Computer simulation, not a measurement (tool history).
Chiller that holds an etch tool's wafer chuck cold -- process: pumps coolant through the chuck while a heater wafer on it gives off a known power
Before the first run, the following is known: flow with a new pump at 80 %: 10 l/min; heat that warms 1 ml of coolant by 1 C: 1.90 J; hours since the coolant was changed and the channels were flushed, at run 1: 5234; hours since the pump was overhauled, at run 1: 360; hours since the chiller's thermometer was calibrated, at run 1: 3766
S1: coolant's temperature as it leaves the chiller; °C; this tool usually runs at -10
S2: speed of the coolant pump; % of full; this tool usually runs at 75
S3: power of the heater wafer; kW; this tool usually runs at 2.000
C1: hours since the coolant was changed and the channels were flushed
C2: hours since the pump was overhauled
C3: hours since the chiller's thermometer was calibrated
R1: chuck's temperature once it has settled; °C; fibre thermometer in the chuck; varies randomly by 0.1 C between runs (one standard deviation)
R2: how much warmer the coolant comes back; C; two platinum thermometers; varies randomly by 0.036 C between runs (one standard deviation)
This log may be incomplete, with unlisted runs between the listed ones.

{"run": 1, "day": 0.0, "S1": -10, "S2": 75, "S3": 2.0, "C1": 5234, "C2": 360, "C3": 3766, "R1": 5.9, "R2": 6.82}
{"run": 2, "day": 3.612, "S1": -10, "S2": 75, "S3": 1.01, "C1": 5321, "C2": 447, "C3": 3853, "R1": -1.9, "R2": 3.41}
{"run": 3, "day": 6.517, "S1": -12, "S2": 75, "S3": 2.0, "C1": 5390, "C2": 516, "C3": 3923, "R1": 3.9, "R2": 6.73}
{"run": 4, "day": 9.496, "S1": -10, "S2": 75, "S3": 2.0, "C1": 5462, "C2": 588, "C3": 3994, "R1": 5.9, "R2": 6.75}
{"run": 5, "day": 12.425, "S1": -10, "S2": 75, "S3": 2.0, "C1": 5532, "C2": 658, "C3": 4065, "R1": 5.8, "R2": 6.7}
{"run": 6, "day": 14.012, "S1": -10, "S2": 75, "S3": 2.0, "C1": 5570, "C2": 696, "C3": 4103, "R1": 5.9, "R2": 6.72}
{"run": 7, "day": 16.008, "S1": -10, "S2": 75, "S3": 2.0, "C1": 5618, "C2": 744, "C3": 4151, "R1": 5.8, "R2": 6.75}
{"run": 8, "day": 18.046, "S1": -10, "S2": 75, "S3": 2.0, "C1": 5667, "C2": 793, "C3": 4199, "R1": 5.8, "R2": 6.74}
{"run": 9, "day": 21.546, "S1": -10, "S2": 75, "S3": 2.0, "C1": 5751, "C2": 877, "C3": 4283, "R1": 5.8, "R2": 6.72}
{"run": 10, "day": 24.754, "S1": -10, "S2": 75, "S3": 2.0, "C1": 5828, "C2": 954, "C3": 4360, "R1": 5.9, "R2": 6.72}
{"run": 11, "day": 26.521, "S1": -10, "S2": 61, "S3": 2.0, "C1": 5871, "C2": 997, "C3": 4403, "R1": 8.3, "R2": 8.34}
{"run": 12, "day": 28.417, "S1": -10, "S2": 61, "S3": 2.0, "C1": 5916, "C2": 1042, "C3": 4448, "R1": 8.2, "R2": 8.33}
{"run": 13, "day": 31.046, "S1": -10, "S2": 61, "S3": 2.0, "C1": 5979, "C2": 1105, "C3": 4511, "R1": 8.3, "R2": 8.45}
{"run": 14, "day": 33.983, "S1": -10, "S2": 75, "S3": 2.0, "C1": 6050, "C2": 1176, "C3": 4582, "R1": 6.0, "R2": 6.65}
{"run": 15, "day": 37.454, "S1": -10, "S2": 75, "S3": 2.0, "C1": 6133, "C2": 1259, "C3": 4665, "R1": 5.7, "R2": 6.63}
{"run": 16, "day": 40.183, "S1": -10, "S2": 75, "S3": 2.0, "C1": 6198, "C2": 1324, "C3": 4731, "R1": 5.8, "R2": 6.59}
{"run": 17, "day": 43.638, "S1": -15, "S2": 75, "S3": 1.7, "C1": 6281, "C2": 1407, "C3": 4814, "R1": -1.5, "R2": 5.62}
{"run": 18, "day": 45.321, "S1": -2, "S2": 63, "S3": 2.0, "C1": 6322, "C2": 1448, "C3": 4854, "R1": 15.8, "R2": 8.06}
{"run": 19, "day": 48.075, "S1": -2, "S2": 63, "S3": 2.0, "C1": 6388, "C2": 1514, "C3": 4920, "R1": 16.2, "R2": 7.98}
{"run": 20, "day": 50.833, "S1": -2, "S2": 63, "S3": 2.0, "C1": 6454, "C2": 1580, "C3": 4986, "R1": 15.8, "R2": 8.01}
{"run": 21, "day": 53.429, "S1": -2, "S2": 63, "S3": 2.0, "C1": 6516, "C2": 1642, "C3": 5049, "R1": 15.9, "R2": 7.94}
{"run": 22, "day": 56.875, "S1": -2, "S2": 63, "S3": 2.0, "C1": 6599, "C2": 1725, "C3": 5131, "R1": 15.9, "R2": 7.95}
{"run": 23, "day": 60.492, "S1": -17, "S2": 95, "S3": 2.58, "C1": 6686, "C2": 1812, "C3": 5218, "R1": 0.6, "R2": 6.62}
{"day": 63.558, "done": "chiller's thermometer calibrated"}
{"run": 24, "day": 63.621, "S1": -10, "S2": 76, "S3": 2.007, "C1": 6760, "C2": 1886, "C3": 1, "R1": 5.9, "R2": 6.52}
{"run": 25, "day": 65.429, "S1": -10, "S2": 76, "S3": 2.007, "C1": 6803, "C2": 1929, "C3": 45, "R1": 5.8, "R2": 6.49}
{"run": 26, "day": 69.121, "S1": -7, "S2": 86, "S3": 2.201, "C1": 6892, "C2": 2018, "C3": 134, "R1": 9.0, "R2": 6.16}
{"run": 27, "day": 71.158, "S1": -11, "S2": 75, "S3": 2.0, "C1": 6941, "C2": 2067, "C3": 182, "R1": 4.9, "R2": 6.56}
{"run": 28, "day": 74.825, "S1": -3, "S2": 75, "S3": 1.83, "C1": 7029, "C2": 2155, "C3": 270, "R1": 11.7, "R2": 5.92}
{"run": 29, "day": 77.092, "S1": -14, "S2": 66, "S3": 2.214, "C1": 7083, "C2": 2209, "C3": 325, "R1": 5.2, "R2": 8.38}
{"run": 30, "day": 78.821, "S1": -10, "S2": 99, "S3": 2.0, "C1": 7125, "C2": 2251, "C3": 366, "R1": 3.2, "R2": 4.77}
{"run": 31, "day": 81.083, "S1": -10, "S2": 99, "S3": 2.0, "C1": 7179, "C2": 2305, "C3": 421, "R1": 3.3, "R2": 4.72}

Difference, measured minus no-hidden-state, one row per run. Run-to-run variation is common to both terms; the gauge's own scatter need not be:
The hidden state here: heat passed by the chuck's channels, % of clean ones'; flow at a given pump speed, % of a new pump's; coolant's true temperature over the reading, C; drift of the gauge itself on chuck_c, C; drift of the gauge itself on warmer_back_c, C.
run=1 R2=+0.00
run=2 R2=-0.01
run=3 R2=-0.03
run=4 R2=-0.03
run=5 R2=-0.04
run=6 R2=-0.05
run=7 R2=-0.05
run=8 R2=-0.06
run=9 R2=-0.07
run=10 R2=-0.09
run=11 R2=-0.09
run=12 R2=-0.10
run=13 R2=-0.11
run=14 R2=-0.12
run=15 R2=-0.13
run=16 R2=-0.13
run=17 R2=-0.15
run=18 R2=-0.15
run=19 R2=-0.16
run=20 R2=-0.17
run=21 R2=-0.19
run=22 R2=-0.20
run=23 R2=-0.21
run=24 R2=-0.22
run=25 R2=-0.23
run=26 R2=-0.23
run=27 R2=-0.25
run=28 R2=-0.25
run=29 R2=-0.26
run=30 R2=-0.28
run=31 R2=-0.28
For R1, the value without the hidden state is never more than 0.1 °C from the measured value.
